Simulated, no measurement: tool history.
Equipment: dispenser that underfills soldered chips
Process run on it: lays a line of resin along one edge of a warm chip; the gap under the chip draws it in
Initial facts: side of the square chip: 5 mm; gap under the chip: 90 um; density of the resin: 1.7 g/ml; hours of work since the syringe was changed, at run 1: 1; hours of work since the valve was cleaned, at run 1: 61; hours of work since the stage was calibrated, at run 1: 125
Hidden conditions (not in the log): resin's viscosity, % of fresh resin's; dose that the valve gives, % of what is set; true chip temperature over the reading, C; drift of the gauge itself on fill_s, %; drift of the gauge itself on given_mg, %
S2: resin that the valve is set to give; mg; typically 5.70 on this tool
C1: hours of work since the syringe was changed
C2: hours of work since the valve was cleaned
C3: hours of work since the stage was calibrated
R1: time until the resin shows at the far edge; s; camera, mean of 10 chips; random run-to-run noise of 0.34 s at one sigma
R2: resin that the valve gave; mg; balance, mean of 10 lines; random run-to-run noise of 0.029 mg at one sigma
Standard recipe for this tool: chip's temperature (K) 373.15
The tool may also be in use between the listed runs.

run 1 hour=0.0 | chip's_temperature_(K)=373.15 S2=5.70 | C1=1 C2=61 C3=125 | R1=17.6 R2=5.52
run 2 hour=5.6 | chip's_temperature_(K)=373.15 S2=4.80 | C1=6 C2=66 C3=130 | R1=26.2 R2=4.69
run 3 hour=11.5 | chip's_temperature_(K)=373.15 S2=4.80 | C1=10 C2=70 C3=134 | R1=37.7 R2=4.68
-- hour=12.3 new syringe of resin
run 4 hour=18.3 | chip's_temperature_(K)=373.15 S2=6.45 | C1=5 C2=75 C3=139 | R1=23.5 R2=6.23
run 5 hour=22.9 | chip's_temperature_(K)=373.15 S2=6.45 | C1=8 C2=79 C3=143 | R1=31.5 R2=6.21
-- hour=26.4 new syringe of resin
run 6 hour=26.4 | chip's_temperature_(K)=373.15 S2=6.45 | C1=0 C2=81 C3=145 | R1=16.9 R2=6.31
run 7 hour=30.5 | chip's_temperature_(K)=373.15 S2=6.74 | C1=3 C2=84 C3=148 | R1=19.8 R2=6.57
run 8 hour=36.3 | chip's_temperature_(K)=386.15 S2=6.28 | C1=8 C2=89 C3=153 | R1=20.2 R2=6.05
-- hour=40.3 new syringe of resin
run 9 hour=42.7 | chip's_temperature_(K)=383.15 S2=5.70 | C1=2 C2=93 C3=157 | R1=14.1 R2=5.48
run 10 hour=45.6 | chip's_temperature_(K)=360.15 S2=6.83 | C1=4 C2=96 C3=160 | R1=32.9 R2=6.57
run 11 hour=48.3 | chip's_temperature_(K)=373.15 S2=5.18 | C1=6 C2=98 C3=162 | R1=27.8 R2=4.99
-- hour=52.8 dispensing valve cleaned and set on the balance
-- hour=55.3 new syringe of resin
run 12 hour=56.1 | chip's_temperature_(K)=369.15 S2=6.58 | C1=1 C2=2 C3=167 | R1=19.3 R2=6.64

Each row is a separate what-if for the run after 12, all from the same tool condition, not one after another. Results?
run A hour=61.9 | chip's_temperature_(K)=378.15 S2=5.18 | C1=5 C2=7 C3=171 | R1=? R2=?
run B hour=61.9 | chip's_temperature_(K)=369.15 S2=4.83 | C1=5 C2=7 C3=171 | R1=? R2=?
run C hour=61.9 | chip's_temperature_(K)=386.15 S2=4.83 | C1=5 C2=7 C3=171 | R1=? R2=?

run=A R1=21.7 R2=5.18
run=B R1=29.4 R2=4.79
run=C R1=17.7 R2=4.85
Had the tool no hidden state, the same runs would have come out as:
run=A R1=14.0 R2=5.20
run=B R1=18.9 R2=4.80
run=C R1=11.4 R2=4.86
